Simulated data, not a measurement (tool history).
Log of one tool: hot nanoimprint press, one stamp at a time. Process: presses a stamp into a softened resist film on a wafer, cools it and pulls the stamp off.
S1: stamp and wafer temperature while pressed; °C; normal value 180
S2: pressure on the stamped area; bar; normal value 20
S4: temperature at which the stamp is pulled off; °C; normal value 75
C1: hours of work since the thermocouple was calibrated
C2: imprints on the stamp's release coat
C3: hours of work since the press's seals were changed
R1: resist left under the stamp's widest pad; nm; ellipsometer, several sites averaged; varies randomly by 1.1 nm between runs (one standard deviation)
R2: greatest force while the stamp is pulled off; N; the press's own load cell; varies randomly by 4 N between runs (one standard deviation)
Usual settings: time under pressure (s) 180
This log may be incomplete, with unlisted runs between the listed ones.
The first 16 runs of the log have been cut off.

Run 17, hour 152.8: usual settings but S1 190 °C, S2 23.7 bar, time under pressure (s) 169, S4 68 °C; C1 25; C2 668; C3 312. Result: R1 127 nm, R2 268 N.
At hour 164.2: stamp cleaned and given a new release coat.
Run 18, hour 170.8: usual settings but S1 190 °C, S2 23.7 bar, time under pressure (s) 169, S4 68 °C; C1 32; C2 26; C3 319. Result: R1 124.9 nm, R2 216 N.
At hour 180.9: plate thermocouple calibrated, once more.
Run 19, hour 184.1: usual settings but S1 190 °C, S2 23.7 bar, time under pressure (s) 146, S4 65 °C; C1 2; C2 67; C3 325. Result: R1 128.7 nm, R2 223 N.
Run 20, hour 191.9: usual settings but S1 190 °C, S2 23.7 bar, time under pressure (s) 146, S4 65 °C; C1 6; C2 98; C3 330. Result: R1 128.2 nm, R2 229 N.
Run 21, hour 200.6: usual settings but S1 183 °C, S2 15.8 bar, time under pressure (s) 344, S4 83 °C; C1 12; C2 133; C3 335. Result: R1 145.4 nm, R2 182 N.
Run 22, hour 211.2: usual settings but S1 183 °C, S2 15.8 bar, time under pressure (s) 344, S4 79 °C; C1 18; C2 175; C3 341. Result: R1 144.1 nm, R2 188 N.
Run 23, hour 222.3: usual settings but S1 183 °C, S2 17.4 bar, time under pressure (s) 136, S4 79 °C; C1 24; C2 220; C3 348. Result: R1 187 nm, R2 202 N.
Run 24, hour 229.6: usual settings but S1 183 °C, S2 25 bar, time under pressure (s) 136, S4 79 °C; C1 29; C2 248; C3 352. Result: R1 159.3 nm, R2 202 N.

What does the tool deliver on the next run?
Run 25, hour 240.8: usual settings but S1 183 °C, S2 25 bar, time under pressure (s) 136, S4 79 °C; C1 35; C2 293; C3 359. Result: R1 ?, R2 ?.

Run 25 produced R1 160.5 nm, R2 211 N.
If the tool had no hidden condition, the same run with the same run-to-run variation would have returned R1 158.2 nm, R2 189 N.
